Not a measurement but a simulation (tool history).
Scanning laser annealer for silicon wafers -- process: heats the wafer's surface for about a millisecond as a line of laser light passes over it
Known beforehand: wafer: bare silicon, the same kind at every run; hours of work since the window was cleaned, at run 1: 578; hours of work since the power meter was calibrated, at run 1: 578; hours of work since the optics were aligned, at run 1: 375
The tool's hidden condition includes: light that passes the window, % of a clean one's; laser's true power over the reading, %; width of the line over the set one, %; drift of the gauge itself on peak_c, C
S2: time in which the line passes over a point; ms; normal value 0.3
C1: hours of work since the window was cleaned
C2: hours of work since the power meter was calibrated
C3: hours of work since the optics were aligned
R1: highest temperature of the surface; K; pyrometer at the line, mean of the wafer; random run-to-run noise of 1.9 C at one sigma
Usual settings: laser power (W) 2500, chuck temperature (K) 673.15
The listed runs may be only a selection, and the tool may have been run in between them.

{"run": 1, "day": 0.0, "laser power (W)": 2500, "S2": 0.3, "chuck temperature (K)": 673.15, "C1": 578, "C2": 578, "C3": 375, "R1": 1462.15}
{"run": 2, "day": 1.4, "laser power (W)": 2500, "S2": 0.3, "chuck temperature (K)": 673.15, "C1": 595, "C2": 595, "C3": 392, "R1": 1462.15}
{"run": 3, "day": 3.833, "laser power (W)": 2500, "S2": 0.3, "chuck temperature (K)": 673.15, "C1": 624, "C2": 624, "C3": 421, "R1": 1455.15}
{"day": 5.792, "done": "window over the wafer cleaned"}
{"run": 4, "day": 6.175, "laser power (W)": 2500, "S2": 0.3, "chuck temperature (K)": 673.15, "C1": 5, "C2": 651, "C3": 448, "R1": 1483.15}
{"run": 5, "day": 7.538, "laser power (W)": 2500, "S2": 0.3, "chuck temperature (K)": 673.15, "C1": 21, "C2": 667, "C3": 465, "R1": 1483.15}
{"run": 6, "day": 10.467, "laser power (W)": 2500, "S2": 0.3, "chuck temperature (K)": 673.15, "C1": 56, "C2": 702, "C3": 500, "R1": 1480.15}
{"run": 7, "day": 13.654, "laser power (W)": 2500, "S2": 0.3, "chuck temperature (K)": 673.15, "C1": 94, "C2": 741, "C3": 538, "R1": 1479.15}
{"run": 8, "day": 15.371, "laser power (W)": 2500, "S2": 0.3, "chuck temperature (K)": 673.15, "C1": 115, "C2": 761, "C3": 559, "R1": 1477.15}
{"run": 9, "day": 17.992, "laser power (W)": 2500, "S2": 0.326, "chuck temperature (K)": 673.15, "C1": 146, "C2": 793, "C3": 590, "R1": 1516.15}
{"run": 10, "day": 19.854, "laser power (W)": 2500, "S2": 0.326, "chuck temperature (K)": 673.15, "C1": 169, "C2": 815, "C3": 612, "R1": 1512.15}
{"run": 11, "day": 22.671, "laser power (W)": 2500, "S2": 0.326, "chuck temperature (K)": 673.15, "C1": 202, "C2": 849, "C3": 646, "R1": 1512.15}
{"run": 12, "day": 24.717, "laser power (W)": 2500, "S2": 0.326, "chuck temperature (K)": 673.15, "C1": 227, "C2": 873, "C3": 671, "R1": 1511.15}
{"run": 13, "day": 27.15, "laser power (W)": 2500, "S2": 0.326, "chuck temperature (K)": 673.15, "C1": 256, "C2": 902, "C3": 700, "R1": 1507.15}
{"run": 14, "day": 29.058, "laser power (W)": 2500, "S2": 0.326, "chuck temperature (K)": 673.15, "C1": 279, "C2": 925, "C3": 723, "R1": 1507.15}
{"run": 15, "day": 32.158, "laser power (W)": 2500, "S2": 0.326, "chuck temperature (K)": 673.15, "C1": 316, "C2": 962, "C3": 760, "R1": 1507.15}
{"run": 16, "day": 35.283, "laser power (W)": 2500, "S2": 0.3, "chuck temperature (K)": 677.15, "C1": 354, "C2": 1000, "C3": 797, "R1": 1469.15}
{"run": 17, "day": 38.304, "laser power (W)": 2500, "S2": 0.3, "chuck temperature (K)": 677.15, "C1": 390, "C2": 1036, "C3": 834, "R1": 1469.15}
{"run": 18, "day": 39.817, "laser power (W)": 2500, "S2": 0.3, "chuck temperature (K)": 666.15, "C1": 408, "C2": 1054, "C3": 852, "R1": 1455.15}
{"run": 19, "day": 43.029, "laser power (W)": 2500, "S2": 0.3, "chuck temperature (K)": 666.15, "C1": 447, "C2": 1093, "C3": 890, "R1": 1454.15}
{"run": 20, "day": 46.133, "laser power (W)": 2500, "S2": 0.3, "chuck temperature (K)": 666.15, "C1": 484, "C2": 1130, "C3": 928, "R1": 1455.15}
{"run": 21, "day": 49.158, "laser power (W)": 2500, "S2": 0.3, "chuck temperature (K)": 666.15, "C1": 520, "C2": 1166, "C3": 964, "R1": 1452.15}
{"run": 22, "day": 52.371, "laser power (W)": 2170, "S2": 0.315, "chuck temperature (K)": 673.15, "C1": 559, "C2": 1205, "C3": 1002, "R1": 1344.15}
{"run": 23, "day": 54.017, "laser power (W)": 2170, "S2": 0.315, "chuck temperature (K)": 673.15, "C1": 578, "C2": 1225, "C3": 1022, "R1": 1344.15}
{"run": 24, "day": 57.125, "laser power (W)": 2500, "S2": 0.236, "chuck temperature (K)": 673.15, "C1": 616, "C2": 1262, "C3": 1059, "R1": 1360.15}
{"day": 58.988, "done": "optics aligned, line set to its width"}
{"run": 25, "day": 58.988, "laser power (W)": 2679, "S2": 0.235, "chuck temperature (K)": 705.15, "C1": 635, "C2": 1282, "C3": 0, "R1": 1463.15}
{"day": 59.983, "done": "window over the wafer cleaned"}
{"run": 26, "day": 61.983, "laser power (W)": 2538, "S2": 0.3, "chuck temperature (K)": 673.15, "C1": 24, "C2": 1317, "C3": 35, "R1": 1506.15}
{"run": 27, "day": 65.104, "laser power (W)": 2538, "S2": 0.304, "chuck temperature (K)": 708.15, "C1": 61, "C2": 1354, "C3": 72, "R1": 1546.15}
{"run": 28, "day": 66.871, "laser power (W)": 2538, "S2": 0.269, "chuck temperature (K)": 679.15, "C1": 83, "C2": 1375, "C3": 94, "R1": 1462.15}
{"run": 29, "day": 69.829, "laser power (W)": 2500, "S2": 0.3, "chuck temperature (K)": 691.15, "C1": 118, "C2": 1411, "C3": 129, "R1": 1504.15}
{"run": 30, "day": 72.392, "laser power (W)": 2500, "S2": 0.3, "chuck temperature (K)": 681.15, "C1": 149, "C2": 1442, "C3": 160, "R1": 1497.15}
{"run": 31, "day": 74.246, "laser power (W)": 2395, "S2": 0.23, "chuck temperature (K)": 681.15, "C1": 171, "C2": 1464, "C3": 182, "R1": 1348.15}
{"run": 32, "day": 76.462, "laser power (W)": 2380, "S2": 0.377, "chuck temperature (K)": 673.15, "C1": 198, "C2": 1490, "C3": 209, "R1": 1531.15}
{"run": 33, "day": 78.429, "laser power (W)": 2340, "S2": 0.215, "chuck temperature (K)": 673.15, "C1": 221, "C2": 1514, "C3": 232, "R1": 1292.15}
{"run": 34, "day": 80.958, "laser power (W)": 2340, "S2": 0.215, "chuck temperature (K)": 673.15, "C1": 252, "C2": 1544, "C3": 262, "R1": 1293.15}
{"run": 35, "day": 82.346, "laser power (W)": 2306, "S2": 0.241, "chuck temperature (K)": 672.15, "C1": 268, "C2": 1561, "C3": 279, "R1": 1320.15}
{"run": 36, "day": 85.638, "laser power (W)": 2306, "S2": 0.241, "chuck temperature (K)": 672.15, "C1": 308, "C2": 1600, "C3": 319, "R1": 1319.15}
{"run": 37, "day": 88.075, "laser power (W)": 2449, "S2": 0.244, "chuck temperature (K)": 645.15, "C1": 337, "C2": 1630, "C3": 348, "R1": 1345.15}
{"run": 38, "day": 91.212, "laser power (W)": 2449, "S2": 0.244, "chuck temperature (K)": 645.15, "C1": 375, "C2": 1667, "C3": 385, "R1": 1345.15}
{"run": 39, "day": 93.396, "laser power (W)": 2449, "S2": 0.244, "chuck temperature (K)": 645.15, "C1": 401, "C2": 1693, "C3": 412, "R1": 1342.15}
{"run": 40, "day": 96.204, "laser power (W)": 2449, "S2": 0.323, "chuck temperature (K)": 711.15, "C1": 434, "C2": 1727, "C3": 445, "R1": 1516.15}
{"run": 41, "day": 99.138, "laser power (W)": 2338, "S2": 0.37, "chuck temperature (K)": 672.15, "C1": 470, "C2": 1762, "C3": 481, "R1": 1489.15}

Same runs, no hidden state in the tool, same run-to-run variation:
run=1 R1=1492.15
run=2 R1=1493.15
run=3 R1=1488.15
run=4 R1=1488.15
run=5 R1=1489.15
run=6 R1=1488.15
run=7 R1=1488.15
run=8 R1=1488.15
run=9 R1=1528.15
run=10 R1=1525.15
run=11 R1=1527.15
run=12 R1=1527.15
run=13 R1=1525.15
run=14 R1=1526.15
run=15 R1=1528.15
run=16 R1=1491.15
run=17 R1=1493.15
run=18 R1=1479.15
run=19 R1=1481.15
run=20 R1=1483.15
run=21 R1=1483.15
run=22 R1=1371.15
run=23 R1=1372.15
run=24 R1=1391.15
run=25 R1=1484.15
run=26 R1=1504.15
run=27 R1=1546.15
run=28 R1=1463.15
run=29 R1=1507.15
run=30 R1=1501.15
run=31 R1=1352.15
run=32 R1=1538.15
run=33 R1=1298.15
run=34 R1=1300.15
run=35 R1=1328.15
run=36 R1=1328.15
run=37 R1=1356.15
run=38 R1=1358.15
run=39 R1=1357.15
run=40 R1=1534.15
run=41 R1=1510.15

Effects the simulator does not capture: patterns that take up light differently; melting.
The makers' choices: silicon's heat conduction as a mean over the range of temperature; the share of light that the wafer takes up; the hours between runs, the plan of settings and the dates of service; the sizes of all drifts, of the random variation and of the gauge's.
